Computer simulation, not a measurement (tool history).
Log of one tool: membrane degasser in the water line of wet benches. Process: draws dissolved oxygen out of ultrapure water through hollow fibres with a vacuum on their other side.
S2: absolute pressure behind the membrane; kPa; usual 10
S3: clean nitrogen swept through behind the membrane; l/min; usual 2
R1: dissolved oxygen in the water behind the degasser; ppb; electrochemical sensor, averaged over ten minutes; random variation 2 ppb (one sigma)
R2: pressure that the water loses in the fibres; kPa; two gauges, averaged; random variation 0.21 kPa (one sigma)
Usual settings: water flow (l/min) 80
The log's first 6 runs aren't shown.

{"run": 7, "day": 16.358, "water flow (l/min)": 80, "S2": 10, "S3": 1.79, "R1": 577.2, "R2": 48.3}
{"run": 8, "day": 18.129, "water flow (l/min)": 80, "S2": 10, "S3": 1.79, "R1": 578.5, "R2": 48.11}
{"run": 9, "day": 21.867, "water flow (l/min)": 80, "S2": 10, "S3": 2, "R1": 535, "R2": 47.91}
{"run": 10, "day": 24.204, "water flow (l/min)": 52, "S2": 10, "S3": 2, "R1": 378, "R2": 31.31}
{"run": 11, "day": 27.338, "water flow (l/min)": 80, "S2": 10, "S3": 0.82, "R1": 979.8, "R2": 48.09}
{"run": 12, "day": 30.096, "water flow (l/min)": 80, "S2": 18.5, "S3": 0.82, "R1": 1966.4, "R2": 47.8}
{"run": 13, "day": 32.55, "water flow (l/min)": 80, "S2": 10, "S3": 2, "R1": 531.6, "R2": 48.05}
{"run": 14, "day": 36.392, "water flow (l/min)": 80, "S2": 10, "S3": 2, "R1": 532, "R2": 48.32}
{"run": 15, "day": 38.383, "water flow (l/min)": 80, "S2": 10, "S3": 2, "R1": 533.1, "R2": 47.99}
{"run": 16, "day": 41.046, "water flow (l/min)": 93, "S2": 8.8, "S3": 2.15, "R1": 477.2, "R2": 56.03}
{"day": 41.446, "done": "vacuum gauge calibrated"}
{"run": 17, "day": 43.208, "water flow (l/min)": 93, "S2": 7.6, "S3": 2.15, "R1": 388, "R2": 56.02}
{"run": 18, "day": 46.392, "water flow (l/min)": 80, "S2": 10, "S3": 2.09, "R1": 522.3, "R2": 48.57}
{"run": 19, "day": 48.846, "water flow (l/min)": 80, "S2": 10, "S3": 1.66, "R1": 620.1, "R2": 47.98}
{"run": 20, "day": 51.554, "water flow (l/min)": 80, "S2": 10, "S3": 1.66, "R1": 617.6, "R2": 48.22}
{"run": 21, "day": 55.779, "water flow (l/min)": 80, "S2": 10, "S3": 1.66, "R1": 618.7, "R2": 47.98}
{"run": 22, "day": 59.875, "water flow (l/min)": 80, "S2": 9.7, "S3": 0.85, "R1": 936.1, "R2": 48.55}
{"run": 23, "day": 62.408, "water flow (l/min)": 95, "S2": 9.7, "S3": 1.41, "R1": 762.6, "R2": 57.31}
{"day": 62.792, "done": "vacuum gauge calibrated, once more"}
{"run": 24, "day": 64.912, "water flow (l/min)": 95, "S2": 9.7, "S3": 1.41, "R1": 723.9, "R2": 57.18}
{"run": 25, "day": 66.888, "water flow (l/min)": 108, "S2": 9.7, "S3": 3.83, "R1": 381, "R2": 64.73}
{"run": 26, "day": 68.892, "water flow (l/min)": 108, "S2": 9.7, "S3": 3.83, "R1": 378.6, "R2": 65.11}
{"run": 27, "day": 71.762, "water flow (l/min)": 108, "S2": 9.7, "S3": 3.83, "R1": 380.9, "R2": 65.58}
{"run": 28, "day": 74.208, "water flow (l/min)": 108, "S2": 9.7, "S3": 3.83, "R1": 380, "R2": 65.2}
{"run": 29, "day": 77.088, "water flow (l/min)": 102, "S2": 10, "S3": 2.88, "R1": 473.2, "R2": 61.6}
{"run": 30, "day": 80.696, "water flow (l/min)": 116, "S2": 19.6, "S3": 2, "R1": 1501.4, "R2": 70.08}

4 ways to go on from here, each from the tool as it stands after run 30. What would each give?
{"run": "A", "day": 84.729, "water flow (l/min)": 83, "S2": 24.1, "S3": 1.86, "R1": "?", "R2": "?"}
{"run": "B", "day": 84.729, "water flow (l/min)": 116, "S2": 19.6, "S3": 2.15, "R1": "?", "R2": "?"}
{"run": "C", "day": 84.729, "water flow (l/min)": 104, "S2": 19.1, "S3": 2, "R1": "?", "R2": "?"}
{"run": "D", "day": 84.729, "water flow (l/min)": 84, "S2": 10, "S3": 2, "R1": "?", "R2": "?"}

run=A R1=1531.7 R2=50.24
run=B R1=1445.8 R2=69.63
run=C R1=1359.6 R2=62.85
run=D R1=541.9 R2=50.76
Without the tool's hidden state the same runs would have given:
run=A R1=1531.2 R2=49.57
run=B R1=1445.6 R2=68.7
run=C R1=1359.5 R2=62.01
run=D R1=541.8 R2=50.08
